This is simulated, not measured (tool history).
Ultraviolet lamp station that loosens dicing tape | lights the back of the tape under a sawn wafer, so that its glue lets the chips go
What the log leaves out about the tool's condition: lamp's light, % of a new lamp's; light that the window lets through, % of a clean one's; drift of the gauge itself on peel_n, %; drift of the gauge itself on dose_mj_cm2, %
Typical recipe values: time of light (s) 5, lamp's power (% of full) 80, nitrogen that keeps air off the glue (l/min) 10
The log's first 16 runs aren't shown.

run	day	time of light (s)	lamp's power (% of full)	nitrogen that keeps air off the glue (l/min)	hours of work of the lamp	hours of work since the window was cleaned	force that peels the tape off (N)	light that reached the tape (mJ/cm2)
17	18.750	5	80	12	399	159	0.477	221
18	19.942	5	80	12	411	172	0.492	224
19	20.829	5	80	12	421	181	0.505	222
20	22.483	7	84	10	438	198	0.270	317
21	23.229	7	84	15	446	206	0.228	315
# day 24.358: window cleaned of glue's vapour
22	24.975	5	80	3	464	6	1.000	247
23	26.317	5	93	3	478	21	0.792	283
24	27.867	4	74	17	494	37	0.658	180
25	29.138	2	100	19	508	50	1.431	119
26	30.412	3	77	11	521	64	1.430	134
27	32.162	7	80	11	540	82	0.237	318
28	33.400	9	80	8	553	95	0.202	403
29	34.462	9	80	8	564	106	0.210	397
30	35.400	9	80	8	574	116	0.207	398
31	36.562	5	90	10	586	128	0.455	242
32	37.671	5	90	10	597	140	0.468	238
33	39.338	5	80	13	615	158	0.512	210
34	40.908	5	70	13	632	174	0.726	180
35	42.112	5	68	10	644	187	0.934	170
36	43.071	6	80	10	654	197	0.472	238
37	43.988	6	80	10	664	206	0.484	238

3 options for the next run, each taken on its own from the tool as it stands now. Forecast them:
# day 45.038: window cleaned of glue's vapour
A	45.058	3	98	19	675	0	?	?
# day 45.038: window cleaned of glue's vapour
B	45.058	6	80	4	675	0	?	?
# day 45.038: window cleaned of glue's vapour
C	45.058	7	87	18	675	0	?	?

run	force that peels the tape off (N)	light that reached the tape (mJ/cm2)
A	0.694	170
B	0.683	278
C	0.197	351
Had the tool no hidden state, the same runs would have come out as:
run	force that peels the tape off (N)	light that reached the tape (mJ/cm2)
A	0.412	216
B	0.404	353
C	0.175	445
